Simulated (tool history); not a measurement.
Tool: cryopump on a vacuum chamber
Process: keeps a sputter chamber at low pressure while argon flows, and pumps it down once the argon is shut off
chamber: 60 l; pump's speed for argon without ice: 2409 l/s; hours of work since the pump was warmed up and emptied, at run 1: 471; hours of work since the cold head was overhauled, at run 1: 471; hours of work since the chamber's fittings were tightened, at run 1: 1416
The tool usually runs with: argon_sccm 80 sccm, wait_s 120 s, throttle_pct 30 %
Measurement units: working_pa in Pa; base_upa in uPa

run	hour	argon_sccm	wait_s	throttle_pct	hours of work since the pump was warmed up and emptied	hours of work since the cold head was overhauled	hours of work since the chamber's fittings were tightened	working_pa	base_upa
1	0.0	80	120	30	471	471	1416	0.1942	0.89
2	21.8	80	120	20	481	481	1426	0.2864	0.88
3	39.4	80	120	30	488	488	1434	0.1927	0.90
4	56.1	80	76	30	496	496	1441	0.1933	1.03
5	83.4	80	76	30	508	508	1453	0.1931	1.06
6	100.8	80	76	30	516	516	1461	0.1933	1.05
7	126.9	80	80	30	527	527	1473	0.1933	1.04
8	149.5	80	80	30	538	538	1483	0.1927	1.08
9	164.8	80	80	30	544	544	1490	0.1945	1.05
10	179.0	80	80	30	551	551	1496	0.1933	1.04
11	203.8	47	120	30	562	562	1507	0.1128	0.93
12	220.7	80	69	30	569	569	1514	0.1940	1.17
13	240.8	80	69	30	578	578	1523	0.1936	1.18
14	256.6	80	69	30	585	585	1531	0.1936	1.15
15	281.1	80	120	17	596	596	1541	0.3382	0.95
16	309.0	80	120	17	609	609	1554	0.3394	0.93
17	324.7	80	120	17	616	616	1561	0.3352	0.97
18	338.2	40	100	52	622	622	1567	0.0581	1.04
19	351.1	104	34	34	627	627	1573	0.2247	1.70
20	371.2	40	137	48	636	636	1582	0.0625	0.95
21	390.9	144	38	26	645	645	1590	0.3995	1.57
22	415.6	74	29	23	656	656	1601	0.2354	1.91
23	431.0	39	94	50	663	663	1608	0.0593	1.09
24	454.0	35	94	50	673	673	1618	0.0521	1.07
25	466.4	155	23	30	679	679	1624	0.3746	2.20
26	489.4	155	23	30	689	689	1634	0.3773	2.22
27	504.1	37	120	30	696	696	1641	0.0903	0.94
28	523.4	153	82	29	704	704	1649	0.3879	1.10
29	553.1	43	38	28	717	717	1663	0.1128	1.66
30	578.9	93	38	28	729	729	1674	0.2427	1.67

Hidden state or all else? Some run-to-run changes of working_pa, split into what the settings, what came in and random variation would give without the hidden state, and what is left for the hidden state (with any gauge scatter that isn't in both results):
The hidden state here: pump's speed, % of a pump's without ice; cold plate's temperature, K; leak into the chamber, uPa l/s; drift of the gauge itself on working_pa, %; drift of the gauge itself on base_upa, %.
Run 20 -> 21: argon_sccm 40 -> 144, wait_s 137 -> 38, throttle_pct 48 -> 26. working_pa +0.3370 Pa: hidden state +0.0099, all else +0.3271.
Run 24 -> 25: argon_sccm 35 -> 155, wait_s 94 -> 23, throttle_pct 50 -> 30. working_pa +0.3225 Pa: hidden state +0.0120, all else +0.3105.
Run 26 -> 27: argon_sccm 155 -> 37, wait_s 23 -> 120. working_pa -0.2870 Pa: hidden state -0.0120, all else -0.2750.
Run 27 -> 28: argon_sccm 37 -> 153, wait_s 120 -> 82, throttle_pct 30 -> 29. working_pa +0.2976 Pa: hidden state +0.0124, all else +0.2852.
